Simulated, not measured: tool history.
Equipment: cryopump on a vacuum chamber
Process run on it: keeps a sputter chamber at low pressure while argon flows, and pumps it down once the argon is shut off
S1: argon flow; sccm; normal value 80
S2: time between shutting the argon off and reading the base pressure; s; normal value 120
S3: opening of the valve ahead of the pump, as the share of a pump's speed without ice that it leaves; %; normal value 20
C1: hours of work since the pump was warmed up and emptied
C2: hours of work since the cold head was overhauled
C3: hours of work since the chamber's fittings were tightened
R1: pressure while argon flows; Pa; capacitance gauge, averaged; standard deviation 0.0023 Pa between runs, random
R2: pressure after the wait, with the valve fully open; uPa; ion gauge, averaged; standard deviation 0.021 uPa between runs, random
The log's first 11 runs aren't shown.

run 12 day=11.404 | S1=150 S2=120 S3=20 | C1=51 C2=855 C3=1838 | R1=1.0831 R2=1.51
run 13 day=12.217 | S1=150 S2=120 S3=20 | C1=63 C2=867 C3=1849 | R1=1.0830 R2=1.49
run 14 day=13.704 | S1=150 S2=120 S3=20 | C1=84 C2=889 C3=1871 | R1=1.0758 R2=1.50
run 15 day=14.742 | S1=59 S2=120 S3=20 | C1=99 C2=904 C3=1886 | R1=0.4237 R2=1.49
run 16 day=15.658 | S1=59 S2=120 S3=20 | C1=113 C2=917 C3=1899 | R1=0.4226 R2=1.50
run 17 day=16.542 | S1=59 S2=120 S3=24 | C1=125 C2=930 C3=1912 | R1=0.3544 R2=1.52
run 18 day=17.367 | S1=140 S2=120 S3=20 | C1=137 C2=941 C3=1924 | R1=1.0094 R2=1.51
run 19 day=18.496 | S1=42 S2=144 S3=39 | C1=154 C2=958 C3=1940 | R1=0.1570 R2=1.50
run 20 day=19.500 | S1=42 S2=144 S3=39 | C1=168 C2=972 C3=1955 | R1=0.1563 R2=1.51
run 21 day=20.517 | S1=58 S2=106 S3=18 | C1=183 C2=987 C3=1969 | R1=0.4642 R2=1.54
run 22 day=21.646 | S1=58 S2=106 S3=18 | C1=199 C2=1003 C3=1985 | R1=0.4669 R2=1.62
run 23 day=22.308 | S1=58 S2=106 S3=18 | C1=209 C2=1013 C3=1995 | R1=0.4615 R2=1.63
run 24 day=23.471 | S1=61 S2=46 S3=40 | C1=225 C2=1029 C3=2012 | R1=0.2228 R2=1.93
run 25 day=24.571 | S1=61 S2=46 S3=40 | C1=241 C2=1045 C3=2028 | R1=0.2221 R2=2.01
run 26 day=25.767 | S1=61 S2=46 S3=40 | C1=258 C2=1063 C3=2045 | R1=0.2227 R2=1.99
run 27 day=26.954 | S1=54 S2=46 S3=33 | C1=276 C2=1080 C3=2062 | R1=0.2385 R2=2.01

What does the tool deliver on the next run?
run 28 day=28.021 | S1=54 S2=46 S3=33 | C1=291 C2=1095 C3=2077 | R1=? R2=?

{"run 28": {"R1": 0.2398, "R2": 2.06}}
On a tool with no hidden condition, and with the same random variation, this run would have come out at R1 0.2339 Pa, R2 0.92 uPa.
